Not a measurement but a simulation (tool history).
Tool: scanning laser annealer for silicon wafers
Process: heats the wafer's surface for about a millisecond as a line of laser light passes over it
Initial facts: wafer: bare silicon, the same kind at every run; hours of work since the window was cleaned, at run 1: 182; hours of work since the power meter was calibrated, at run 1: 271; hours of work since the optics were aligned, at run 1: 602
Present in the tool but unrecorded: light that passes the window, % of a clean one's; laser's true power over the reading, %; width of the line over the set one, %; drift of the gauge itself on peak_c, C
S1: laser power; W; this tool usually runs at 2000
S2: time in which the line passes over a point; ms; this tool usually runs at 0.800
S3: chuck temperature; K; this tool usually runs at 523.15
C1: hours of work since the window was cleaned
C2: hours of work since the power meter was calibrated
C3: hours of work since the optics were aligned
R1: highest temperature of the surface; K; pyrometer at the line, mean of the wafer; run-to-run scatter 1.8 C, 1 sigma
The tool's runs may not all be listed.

Run 1, hour 0.0: usual settings; C1 182; C2 271; C3 602. Result: R1 1321.15 K.
Run 2, hour 8.2: usual settings; C1 188; C2 277; C3 608. Result: R1 1320.15 K.
Run 3, hour 13.6: usual settings; C1 192; C2 281; C3 612. Result: R1 1320.15 K.
Run 4, hour 18.7: usual settings; C1 196; C2 284; C3 616. Result: R1 1321.15 K.
Run 5, hour 28.7: usual settings; C1 203; C2 292; C3 623. Result: R1 1319.15 K.
Run 6, hour 33.7: usual settings; C1 207; C2 295; C3 626. Result: R1 1320.15 K.
Run 7, hour 40.7: usual settings; C1 212; C2 300; C3 631. Result: R1 1322.15 K.
Run 8, hour 46.0: usual settings; C1 215; C2 304; C3 635. Result: R1 1321.15 K.
Run 9, hour 54.2: usual settings but S3 520.15 K; C1 221; C2 310; C3 641. Result: R1 1317.15 K.
Run 10, hour 64.3: usual settings but S1 1712 W, S2 0.746 ms, S3 484.15 K; C1 229; C2 317; C3 648. Result: R1 1122.15 K.
Run 11, hour 71.4: usual settings but S1 1991 W, S2 0.647 ms, S3 484.15 K; C1 234; C2 323; C3 654. Result: R1 1209.15 K.
Run 12, hour 81.2: usual settings but S1 2136 W, S2 0.610 ms; C1 241; C2 330; C3 661. Result: R1 1292.15 K.
Run 13, hour 87.0: usual settings but S1 1972 W, S2 0.610 ms, S3 561.15 K; C1 245; C2 334; C3 665. Result: R1 1259.15 K.
Run 14, hour 97.3: usual settings but S1 2004 W, S3 527.15 K; C1 253; C2 341; C3 672. Result: R1 1322.15 K.
Run 15, hour 108.6: usual settings but S1 2046 W; C1 261; C2 349; C3 681. Result: R1 1339.15 K.

Predict each of these 5 candidate next runs independently; none follows another, all start after run 15:
Run A, hour 118.1: usual settings but S1 1897 W, S2 0.682 ms, S3 494.15 K; C1 268; C2 356; C3 687. Result: R1 ?.
Run B, hour 118.1: usual settings but S1 2082 W, S2 0.814 ms; C1 268; C2 356; C3 687. Result: R1 ?.
Run C, hour 118.1: usual settings but S1 2083 W; C1 268; C2 356; C3 687. Result: R1 ?.
Run D, hour 118.1: usual settings but S1 2110 W, S2 0.574 ms, S3 555.15 K; C1 268; C2 356; C3 687. Result: R1 ?.
Run E, hour 118.1: usual settings but S1 2104 W, S3 499.15 K; C1 268; C2 356; C3 687. Result: R1 ?.

run       R1
  A  1185.15
  B  1362.15
  C  1358.15
  D  1289.15
  E  1345.15
Had the tool no hidden state, the same runs would have come out as:
run       R1
  A  1214.15
  B  1397.15
  C  1393.15
  D  1320.15
  E  1380.15
